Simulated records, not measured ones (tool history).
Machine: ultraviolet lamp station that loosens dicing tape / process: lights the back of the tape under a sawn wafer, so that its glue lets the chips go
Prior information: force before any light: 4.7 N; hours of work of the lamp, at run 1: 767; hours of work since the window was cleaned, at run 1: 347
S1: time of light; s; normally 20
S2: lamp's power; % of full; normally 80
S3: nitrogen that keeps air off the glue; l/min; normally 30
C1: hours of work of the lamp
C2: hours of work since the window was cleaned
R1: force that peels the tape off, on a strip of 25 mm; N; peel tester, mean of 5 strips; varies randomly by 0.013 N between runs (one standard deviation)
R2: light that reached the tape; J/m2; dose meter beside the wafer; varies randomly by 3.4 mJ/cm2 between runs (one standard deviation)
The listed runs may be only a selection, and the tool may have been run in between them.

run 1 hour=0 | S1=20 S2=80 S3=30 | C1=767 C2=347 | R1=0.967 R2=3970
run 2 hour=69.7 | S1=20 S2=80 S3=30 | C1=816 C2=396 | R1=0.996 R2=3830
-- hour=87.2 window cleaned of glue's vapour
run 3 hour=129.8 | S1=20 S2=80 S3=41 | C1=858 C2=30 | R1=0.733 R2=4420
run 4 hour=170.8 | S1=20 S2=80 S3=41 | C1=887 C2=59 | R1=0.763 R2=4350
run 5 hour=241.2 | S1=35 S2=80 S3=30 | C1=936 C2=108 | R1=0.36 R2=7310
run 6 hour=276.4 | S1=20 S2=80 S3=30 | C1=961 C2=133 | R1=0.884 R2=4190
run 7 hour=318.4 | S1=20 S2=80 S3=47 | C1=990 C2=162 | R1=0.805 R2=4060
run 8 hour=384.7 | S1=20 S2=80 S3=29 | C1=1037 C2=209 | R1=0.984 R2=3980
run 9 hour=420 | S1=20 S2=80 S3=29 | C1=1062 C2=234 | R1=0.972 R2=3870
run 10 hour=493.4 | S1=20 S2=80 S3=30 | C1=1113 C2=285 | R1=1.025 R2=3810
run 11 hour=542.4 | S1=20 S2=89 S3=30 | C1=1148 C2=320 | R1=0.902 R2=4200
run 12 hour=587.8 | S1=20 S2=80 S3=30 | C1=1180 C2=352 | R1=1.074 R2=3650
run 13 hour=624 | S1=20 S2=80 S3=30 | C1=1205 C2=377 | R1=1.116 R2=3570
-- hour=670.1 window cleaned of glue's vapour
run 14 hour=691.2 | S1=20 S2=80 S3=30 | C1=1252 C2=15 | R1=0.959 R2=4060
run 15 hour=755.4 | S1=20 S2=80 S3=30 | C1=1297 C2=60 | R1=0.974 R2=3930
run 16 hour=817 | S1=20 S2=80 S3=30 | C1=1340 C2=103 | R1=1.019 R2=3860
run 17 hour=875.9 | S1=20 S2=80 S3=11 | C1=1382 C2=145 | R1=1.468 R2=3790
run 18 hour=918.3 | S1=20 S2=80 S3=11 | C1=1412 C2=174 | R1=1.541 R2=3690
run 19 hour=955.8 | S1=11 S2=80 S3=30 | C1=1438 C2=201 | R1=2.126 R2=1980
run 20 hour=1003 | S1=20 S2=80 S3=30 | C1=1471 C2=234 | R1=1.118 R2=3510
run 21 hour=1047 | S1=20 S2=80 S3=30 | C1=1502 C2=265 | R1=1.15 R2=3450
run 22 hour=1109.2 | S1=35 S2=99 S3=28 | C1=1546 C2=308 | R1=0.37 R2=7370
run 23 hour=1148.4 | S1=35 S2=99 S3=28 | C1=1573 C2=336 | R1=0.406 R2=7220
run 24 hour=1202.9 | S1=35 S2=99 S3=28 | C1=1612 C2=374 | R1=0.408 R2=7030
-- hour=1217.3 lamp changed
run 25 hour=1233.7 | S1=35 S2=99 S3=28 | C1=11 C2=395 | R1=0.245 R2=10050
-- hour=1254.9 window cleaned of glue's vapour
run 26 hour=1277.7 | S1=35 S2=99 S3=28 | C1=42 C2=16 | R1=0.229 R2=11360
run 27 hour=1329.7 | S1=35 S2=88 S3=28 | C1=79 C2=53 | R1=0.255 R2=9920
run 28 hour=1385.3 | S1=27 S2=80 S3=53 | C1=118 C2=92 | R1=0.341 R2=6860
run 29 hour=1442.5 | S1=23 S2=63 S3=30 | C1=158 C2=132 | R1=0.788 R2=4530
run 30 hour=1494.9 | S1=11 S2=76 S3=57 | C1=195 C2=169 | R1=1.373 R2=2510
run 31 hour=1530.8 | S1=19 S2=72 S3=55 | C1=220 C2=194 | R1=0.759 R2=4070
run 32 hour=1580.9 | S1=20 S2=73 S3=24 | C1=255 C2=229 | R1=0.937 R2=4220
run 33 hour=1645 | S1=33 S2=64 S3=49 | C1=300 C2=274 | R1=0.402 R2=6070
run 34 hour=1714.6 | S1=14 S2=93 S3=22 | C1=349 C2=323 | R1=1.259 R2=3610
run 35 hour=1773.3 | S1=14 S2=93 S3=22 | C1=390 C2=364 | R1=1.265 R2=3520
-- hour=1836.8 window cleaned of glue's vapour
run 36 hour=1847.8 | S1=21 S2=99 S3=30 | C1=442 C2=8 | R1=0.456 R2=6380
run 37 hour=1907.5 | S1=21 S2=79 S3=29 | C1=484 C2=50 | R1=0.703 R2=4930
run 38 hour=1963.3 | S1=28 S2=79 S3=32 | C1=523 C2=89 | R1=0.425 R2=6430
run 39 hour=2006.9 | S1=28 S2=79 S3=32 | C1=554 C2=119 | R1=0.439 R2=6400
run 40 hour=2036.9 | S1=28 S2=79 S3=32 | C1=575 C2=141 | R1=0.466 R2=6240
run 41 hour=2098.1 | S1=28 S2=79 S3=32 | C1=618 C2=184 | R1=0.461 R2=6120
run 42 hour=2146.9 | S1=28 S2=79 S3=32 | C1=652 C2=218 | R1=0.485 R2=6010

Describe how what the log doesn't record of the tool's condition differs between the last listed run preceding each entry between runs and the first listed run following it.
After run 2, before run 3: window cleaned of glue's vapour (hour 87.2)
  lamp's light, % of a new lamp's: 83.5 -> 82.8; light that the window lets through, % of a clean one's: 86.2 -> 98.6
  what was measured, less what the result would be without the hidden state, R1: +0.394 -> +0.206 N; R2: -1490 -> -1000 J/m2
After run 13, before run 14: window cleaned of glue's vapour (hour 670.1)
  lamp's light, % of a new lamp's: 76.5 -> 75.6; light that the window lets through, % of a clean one's: 87 -> 99.4
  what was measured, less what the result would be without the hidden state, R1: +0.51 -> +0.342 N; R2: -1800 -> -1350 J/m2
After run 24, before run 25: lamp changed (hour 1217.3)
  lamp's light, % of a new lamp's: 69.2 -> 98.9; light that the window lets through, % of a clean one's: 87.3 -> 86.6
  what was measured, less what the result would be without the hidden state, R1: +0.184 -> +0.03 N; R2: -4630 -> -1690 J/m2
After run 25, before run 26: window cleaned of glue's vapour (hour 1254.9)
  lamp's light, % of a new lamp's: 98.9 -> 98.3; light that the window lets through, % of a clean one's: 86.6 -> 99.2
  what was measured, less what the result would be without the hidden state, R1: +0.03 -> +0.003 N; R2: -1690 -> -290 J/m2
After run 35, before run 36: window cleaned of glue's vapour (hour 1836.8)
  lamp's light, % of a new lamp's: 92.1 -> 91.2; light that the window lets through, % of a clean one's: 87.5 -> 99.5
  what was measured, less what the result would be without the hidden state, R1: +0.316 -> +0.068 N; R2: -860 -> -650 J/m2
